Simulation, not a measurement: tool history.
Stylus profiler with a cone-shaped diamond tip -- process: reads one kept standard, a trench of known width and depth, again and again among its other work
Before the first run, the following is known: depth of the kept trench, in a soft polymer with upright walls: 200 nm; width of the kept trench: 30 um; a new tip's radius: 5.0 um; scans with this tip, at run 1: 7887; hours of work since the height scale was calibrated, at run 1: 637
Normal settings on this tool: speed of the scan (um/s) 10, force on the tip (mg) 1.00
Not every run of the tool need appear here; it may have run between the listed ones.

run    hour  speed of the scan (um/s)  force on the tip (mg)  scans with this tip  hours of work since the height scale was calibrated  depth of the trench (Å)  width of the trench's floor (µm)
  1     0.0                        10                   1.00                 7887                                                  637                   2014.8                             26.69
  2    25.0                        10                   1.00                 8058                                                  651                   2012.7                             26.63
  3    46.9                        10                   1.00                 8208                                                  663                   2013.1                             26.65
  4    73.2                        10                   2.20                 8388                                                  678                   2020.2                             26.69
  5   114.4                        10                   2.20                 8670                                                  701                   2022.0                             26.66
  6   146.7                        10                   0.34                 8891                                                  718                   2009.3                             26.57
  7   171.8                        10                   0.34                 9063                                                  732                   2009.1                             26.56
  8   210.8                        10                   1.00                 9330                                                  754                   2014.8                             26.56
  9   255.4                        10                   2.26                 9635                                                  778                   2020.7                             26.62
 10   280.7                        10                   1.72                 9808                                                  792                   2018.2                             26.57
 11   313.0                        10                   1.72                10029                                                  810                   2018.8                             26.58
 12   346.4                        10                   1.00                10258                                                  829                   2014.9                             26.51
 13   368.2                        10                   1.00                10407                                                  841                   2015.3                             26.58
 14   398.4                        10                   1.00                10614                                                  858                   2014.7                             26.57
 15   432.9                        10                   1.00                10850                                                  877                   2017.4                             26.55
 16   474.9                        10                   2.53                11137                                                  900                   2022.8                             26.53
 17   496.5                         7                   2.53                11285                                                  912                   2024.8                             26.57
 18   526.8                         7                   2.53                11492                                                  929                   2024.8                             26.56
 19   545.7                         7                   2.28                11622                                                  939                   2024.9                             26.52
 20   574.2                         7                   2.28                11817                                                  955                   2023.0                             26.50
 21   608.7                         7                   2.28                12052                                                  974                   2022.7                             26.49
 22   635.1                         7                   2.28                12233                                                  988                   2022.2                             26.48
 23   664.4                        10                   1.00                12434                                                 1005                   2016.3                             26.52
 24   705.2                        10                   1.41                12713                                                 1027                   2019.8                             26.48
 25   738.4                         6                   2.45                12940                                                 1046                   2023.0                             26.47
 26   765.1                         8                   1.44                13123                                                 1060                   2018.3                             26.45
 27   810.4                         8                   1.44                13433                                                 1085                   2017.6                             26.43
 28   853.9                        10                   2.70                13731                                                 1109                   2027.3                             26.42
 29   883.5                        10                   2.70                13933                                                 1126                   2027.7                             26.41
 30   923.4                         3                   0.41                14206                                                 1148                   2011.9                             26.38
 31   968.3                         3                   0.41                14514                                                 1173                   2012.0                             26.41
 32   992.8                        37                   1.14                14681                                                 1186                   2016.5                             26.18
 33  1013.2                         4                   0.86                14821                                                 1197                   2017.3                             26.38
 34  1035.3                        20                   0.40                14972                                                 1210                   2011.6                             26.14
 35  1068.4                        20                   0.40                15199                                                 1228                   2013.6                             26.19
 36  1090.5                        20                   1.64                15350                                                 1240                   2021.6                             26.24
 37  1121.2                        27                   1.00                15560                                                 1257                   2017.9                             26.24
 38  1162.1                        27                   1.00                15840                                                 1280                   2017.9                             26.14
 39  1184.4                         2                   0.74                15992                                                 1292                   2016.3                             26.31
 40  1221.6                         3                   0.49                16247                                                 1313                   2014.3                             26.36
 41  1248.8                        19                   1.00                16433                                                 1328                   2018.2                             26.22
 42  1287.6                        19                   1.00                16699                                                 1349                   2016.3                             26.20
 43  1313.1                        19                   1.00                16873                                                 1363                   2017.5                             26.15
 44  1331.4                        19                   1.00                16998                                                 1373                   2018.0                             26.22
 45  1373.2                         6                   2.09                17284                                                 1396                   2023.6                             26.29
 46  1415.7                        18                   0.51                17575                                                 1420                   2016.2                             26.06

Branching from run 46: 5 alternative next runs. What would each branch give?
  A  1435.4                        33                   1.85                17710                                                 1431                        ?                                 ?
  B  1435.4                        10                   0.52                17710                                                 1431                        ?                                 ?
  C  1435.4                         5                   0.93                17710                                                 1431                        ?                                 ?
  D  1435.4                         4                   1.06                17710                                                 1431                        ?                                 ?
  E  1435.4                         6                   2.81                17710                                                 1431                        ?                                 ?

run  depth of the trench (Å)  width of the trench's floor (µm)
  A                   2025.5                             26.12
  B                   2017.1                             26.17
  C                   2018.2                             26.25
  D                   2019.1                             26.24
  E                   2028.2                             26.27
With no hidden state in the tool, these same runs would have given:
run  depth of the trench (Å)  width of the trench's floor (µm)
  A                   2017.1                             27.05
  B                   2008.7                             27.10
  C                   2009.8                             27.19
  D                   2010.7                             27.17
  E                   2019.7                             27.20
